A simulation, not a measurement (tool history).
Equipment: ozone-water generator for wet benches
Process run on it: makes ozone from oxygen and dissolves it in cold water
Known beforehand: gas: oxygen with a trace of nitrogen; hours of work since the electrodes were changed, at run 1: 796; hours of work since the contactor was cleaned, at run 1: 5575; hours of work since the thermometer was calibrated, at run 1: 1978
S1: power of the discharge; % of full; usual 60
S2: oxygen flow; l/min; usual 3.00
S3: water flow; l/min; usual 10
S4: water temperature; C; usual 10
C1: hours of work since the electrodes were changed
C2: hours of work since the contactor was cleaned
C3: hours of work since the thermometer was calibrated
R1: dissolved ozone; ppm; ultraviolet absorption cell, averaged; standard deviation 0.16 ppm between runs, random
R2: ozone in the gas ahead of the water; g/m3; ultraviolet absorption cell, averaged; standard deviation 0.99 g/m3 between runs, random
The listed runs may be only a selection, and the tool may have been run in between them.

run,day,S1,S2,S3,S4,C1,C2,C3,R1,R2
1,0.000,60,3.00,10,10,796,5575,1978,19.7,168.9
2,1.171,60,3.00,10,10,823,5602,2005,20.0,166.6
3,2.021,60,3.00,10,10,843,5622,2025,20.0,169.8
4,3.904,60,3.00,10,10,886,5665,2069,19.9,169.2
5,6.004,60,3.00,10,10,935,5714,2117,19.8,167.1
6,7.138,60,3.00,10,10,961,5740,2144,19.8,167.8
7,9.142,60,3.00,10,10,1008,5787,2190,20.1,167.7
8,10.179,60,3.00,6,10,1032,5811,2214,30.0,166.4
9,12.058,60,3.00,6,10,1076,5854,2258,30.1,167.8
10,13.858,60,2.20,15,11,1117,5896,2300,12.7,208.2
11,15.475,60,5.13,10,10,1155,5934,2337,18.1,117.4
12,16.425,60,5.13,12,9,1177,5956,2359,16.0,116.5
13,17.888,60,5.13,12,9,1211,5990,2393,15.8,117.2
14,19.254,60,3.83,12,9,1242,6021,2425,16.3,141.9
15,20.475,51,3.03,10,17,1271,6049,2453,15.2,142.6
16,21.908,51,3.03,10,17,1304,6083,2486,15.2,142.5
17,23.758,51,2.15,10,12,1347,6126,2529,17.3,179.6

Some steps in R1, run to run, broken into two amounts with sign: the step expected even without the hidden condition (settings, incoming material, random variation), and the rest, left for the hidden condition together with whatever gauge scatter is not in both the measured and the hidden-condition-free result:
The hidden state here: yield of the discharge, % of new electrodes'; contactor's efficiency, % of a clean one's; true water temperature over the reading, C; drift of the gauge itself on ozone_ppm, %; drift of the gauge itself on gas_g_m3, %.
Run 9 -> 10: S2 3.00 -> 2.20, S3 6 -> 15, S4 10 -> 11. R1 -17.4 ppm: hidden state +0.8, all else -18.2.
